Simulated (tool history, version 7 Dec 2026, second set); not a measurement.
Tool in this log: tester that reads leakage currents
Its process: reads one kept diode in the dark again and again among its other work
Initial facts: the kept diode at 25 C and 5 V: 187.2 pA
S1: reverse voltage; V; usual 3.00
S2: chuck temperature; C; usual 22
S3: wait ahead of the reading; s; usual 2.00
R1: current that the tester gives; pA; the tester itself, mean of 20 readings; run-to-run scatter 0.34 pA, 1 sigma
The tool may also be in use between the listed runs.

run 1 hour=0.0 | S1=3.00 S2=22 S3=2.00 | R1=112.95
run 2 hour=152.3 | S1=3.00 S2=22 S3=2.00 | R1=113.04
run 3 hour=313.6 | S1=6.48 S2=22 S3=2.00 | R1=174.18
run 4 hour=463.1 | S1=3.00 S2=36 S3=2.00 | R1=299.56
run 5 hour=668.1 | S1=1.25 S2=22 S3=2.00 | R1=68.63
run 6 hour=852.9 | S1=1.25 S2=22 S3=2.00 | R1=68.86
run 7 hour=1077.0 | S1=1.25 S2=22 S3=2.00 | R1=68.90
run 8 hour=1257.2 | S1=1.25 S2=22 S3=2.00 | R1=68.66
run 9 hour=1460.4 | S1=1.25 S2=22 S3=2.00 | R1=68.04
run 10 hour=1668.5 | S1=1.25 S2=22 S3=0.65 | R1=68.82
run 11 hour=1802.6 | S1=1.25 S2=22 S3=0.65 | R1=68.95
run 12 hour=2069.2 | S1=1.57 S2=22 S3=2.00 | R1=78.11
run 13 hour=2237.8 | S1=1.57 S2=22 S3=2.00 | R1=78.21
run 14 hour=2503.8 | S1=1.57 S2=22 S3=2.00 | R1=78.34
run 15 hour=2759.5 | S1=7.07 S2=22 S3=2.00 | R1=184.01
run 16 hour=2905.3 | S1=7.07 S2=22 S3=2.00 | R1=184.91
run 17 hour=3107.2 | S1=7.07 S2=22 S3=2.00 | R1=184.00
run 18 hour=3297.0 | S1=7.07 S2=22 S3=2.00 | R1=184.57
run 19 hour=3481.9 | S1=3.00 S2=22 S3=2.00 | R1=112.47
run 20 hour=3691.1 | S1=3.00 S2=22 S3=2.00 | R1=113.63
run 21 hour=3898.3 | S1=3.00 S2=22 S3=2.00 | R1=112.76
run 22 hour=4140.6 | S1=3.00 S2=22 S3=2.00 | R1=112.91
run 23 hour=4291.6 | S1=1.34 S2=35 S3=2.00 | R1=177.68
run 24 hour=4533.3 | S1=1.34 S2=23 S3=2.00 | R1=76.74
run 25 hour=4702.1 | S1=3.00 S2=33 S3=4.45 | R1=245.28
run 26 hour=4858.9 | S1=2.23 S2=20 S3=2.44 | R1=82.81
run 27 hour=5053.2 | S1=7.80 S2=22 S3=0.59 | R1=196.12
run 28 hour=5230.0 | S1=7.80 S2=22 S3=0.59 | R1=196.11
run 29 hour=5451.5 | S1=1.11 S2=52 S3=4.78 | R1=472.39
run 30 hour=5619.7 | S1=9.77 S2=22 S3=1.63 | R1=221.45
run 31 hour=5863.4 | S1=10.31 S2=39 S3=2.00 | R1=740.26
run 32 hour=6074.3 | S1=1.07 S2=35 S3=0.59 | R1=156.65
run 33 hour=6251.7 | S1=1.07 S2=35 S3=0.59 | R1=157.18
run 34 hour=6443.6 | S1=3.00 S2=25 S3=0.31 | R1=141.74
run 35 hour=6637.2 | S1=3.02 S2=25 S3=0.63 | R1=141.89
run 36 hour=6755.0 | S1=3.02 S2=25 S3=0.63 | R1=142.03
run 37 hour=6934.1 | S1=3.00 S2=39 S3=2.00 | R1=366.66
run 38 hour=7188.3 | S1=7.68 S2=49 S3=0.60 | R1=1178.90
run 39 hour=7431.7 | S1=7.68 S2=49 S3=0.60 | R1=1182.06

The log once held 5 entries between its listed runs, left out of this copy. Where does each go, and what is different about the tool's unlogged condition between the listed run before it and the listed run after it?
After run 9, before run 10: chuck's temperature calibrated (hour 1667.3)
  stray current of the dirty probe card, pA a volt: 0.032 -> 0.033; true chuck temperature over the reading, C: 0.01 -> 0
After run 20, before run 21: tester calibrated (hour 3882.2)
  stray current of the dirty probe card, pA a volt: 0.038 -> 0.039; current scale over the true one, %: -0.02 -> 0
After run 21, before run 22: chuck's temperature calibrated (hour 3953.3)
  true chuck temperature over the reading, C: 0.01 -> 0
After run 22, before run 23: probe card cleaned and baked (hour 4205.9)
  stray current of the dirty probe card, pA a volt: 0.039 -> 0.02
After run 32, before run 33: chuck's temperature calibrated (hour 6230.5)
  true chuck temperature over the reading, C: 0.01 -> 0
